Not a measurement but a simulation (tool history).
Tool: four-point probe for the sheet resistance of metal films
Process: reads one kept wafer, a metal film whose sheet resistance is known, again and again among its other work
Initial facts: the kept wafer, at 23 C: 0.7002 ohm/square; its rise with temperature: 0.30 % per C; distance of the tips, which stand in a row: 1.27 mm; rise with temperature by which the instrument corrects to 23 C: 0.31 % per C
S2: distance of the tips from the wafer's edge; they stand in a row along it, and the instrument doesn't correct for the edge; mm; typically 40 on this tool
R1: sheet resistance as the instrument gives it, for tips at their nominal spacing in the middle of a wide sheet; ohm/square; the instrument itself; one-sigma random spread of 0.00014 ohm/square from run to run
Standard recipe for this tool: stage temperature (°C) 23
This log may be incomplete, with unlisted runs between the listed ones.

Run 1, hour 0.0: usual settings. Result: R1 0.697344 ohm/square.
Run 2, hour 74.5: usual settings. Result: R1 0.697419 ohm/square.
Run 3, hour 154.5: usual settings. Result: R1 0.697314 ohm/square.
Run 4, hour 212.2: usual settings. Result: R1 0.697165 ohm/square.
Run 5, hour 281.5: usual settings. Result: R1 0.696987 ohm/square.
Run 6, hour 334.3: usual settings but S2 46 mm. Result: R1 0.696558 ohm/square.
Run 7, hour 385.8: usual settings but S2 25 mm. Result: R1 0.697128 ohm/square.
Run 8, hour 481.2: usual settings but stage temperature (°C) 31. Result: R1 0.695438 ohm/square.
Run 9, hour 564.6: usual settings but S2 18 mm. Result: R1 0.697916 ohm/square.
Run 10, hour 656.1: usual settings but stage temperature (°C) 19, S2 18 mm. Result: R1 0.697786 ohm/square.
Run 11, hour 725.6: usual settings but stage temperature (°C) 22. Result: R1 0.695692 ohm/square.
At hour 806.6: new probe head fitted.
Run 12, hour 810.0: usual settings but stage temperature (°C) 21. Result: R1 0.699080 ohm/square.
Run 13, hour 900.0: usual settings but S2 14 mm. Result: R1 0.701537 ohm/square.
Run 14, hour 996.5: usual settings. Result: R1 0.698458 ohm/square.
Run 15, hour 1056.3: usual settings but S2 18 mm. Result: R1 0.699857 ohm/square.
Run 16, hour 1107.3: usual settings but S2 18 mm. Result: R1 0.699969 ohm/square.
Run 17, hour 1154.9: usual settings but stage temperature (°C) 21, S2 18 mm. Result: R1 0.699948 ohm/square.
Run 18, hour 1238.4: usual settings but stage temperature (°C) 21, S2 18 mm. Result: R1 0.699555 ohm/square.
Run 19, hour 1296.7: usual settings but stage temperature (°C) 24, S2 12 mm. Result: R1 0.701431 ohm/square.
Run 20, hour 1337.7: usual settings but stage temperature (°C) 21, S2 20 mm. Result: R1 0.699174 ohm/square.
Run 21, hour 1408.4: usual settings but stage temperature (°C) 21, S2 20 mm. Result: R1 0.698902 ohm/square.
Run 22, hour 1484.6: usual settings but stage temperature (°C) 21, S2 20 mm. Result: R1 0.698666 ohm/square.
At hour 1529.1: stage's thermometer calibrated.
Run 23, hour 1558.1: usual settings but stage temperature (°C) 20, S2 4 mm. Result: R1 0.732006 ohm/square.
Run 24, hour 1611.4: usual settings but stage temperature (°C) 29, S2 10 mm. Result: R1 0.701430 ohm/square.
Run 25, hour 1673.4: usual settings but stage temperature (°C) 29, S2 10 mm. Result: R1 0.700981 ohm/square.
Run 26, hour 1733.1: usual settings but stage temperature (°C) 20, S2 46 mm. Result: R1 0.696258 ohm/square.
Run 27, hour 1797.3: usual settings but S2 26 mm. Result: R1 0.696348 ohm/square.
Run 28, hour 1879.5: usual settings but stage temperature (°C) 31, S2 26 mm. Result: R1 0.695643 ohm/square.
Run 29, hour 1926.8: usual settings but stage temperature (°C) 34, S2 16 mm. Result: R1 0.696373 ohm/square.
Run 30, hour 1978.1: usual settings but stage temperature (°C) 30, S2 11 mm. Result: R1 0.699342 ohm/square.
Run 31, hour 2062.8: usual settings but stage temperature (°C) 19, S2 13 mm. Result: R1 0.698843 ohm/square.
Run 32, hour 2116.0: usual settings but stage temperature (°C) 22, S2 35 mm. Result: R1 0.695310 ohm/square.
Run 33, hour 2170.5: usual settings but stage temperature (°C) 22, S2 35 mm. Result: R1 0.695073 ohm/square.
Run 34, hour 2213.9: usual settings but stage temperature (°C) 22, S2 35 mm. Result: R1 0.695242 ohm/square.
Run 35, hour 2287.0: usual settings but stage temperature (°C) 22, S2 35 mm. Result: R1 0.695051 ohm/square.

A few steps of R1 between consecutive runs. Split each: what settings, incoming material and random variation would produce without the hidden state, and what is left over for the hidden state, along with gauge scatter present in only one of the two compared results (measured, and without hidden state):
Hidden conditions of the tool in this case: inner tips' distance over the nominal, %; tips' flats over new ones', %; wafer's true temperature over the reading, C; drift of the gauge itself on sheet_ohm, %.
Run 11 -> 12: stage temperature (°C) 22 -> 21, new probe head fitted. R1 +0.003388 ohm/square: hidden state +0.003178, all else +0.000210.
Run 13 -> 14: S2 14 -> 40. R1 -0.003079 ohm/square: hidden state -0.000237, all else -0.002842.
Run 22 -> 23: stage temperature (°C) 21 -> 20, S2 20 -> 4, stage's thermometer calibrated. R1 +0.033340 ohm/square: hidden state -0.001153, all else +0.034493.
Run 23 -> 24: stage temperature (°C) 20 -> 29, S2 4 -> 10. R1 -0.030576 ohm/square: hidden state +0.000042, all else -0.030618.
Run 25 -> 26: stage temperature (°C) 29 -> 20, S2 10 -> 46. R1 -0.004723 ohm/square: hidden state -0.000120, all else -0.004603.
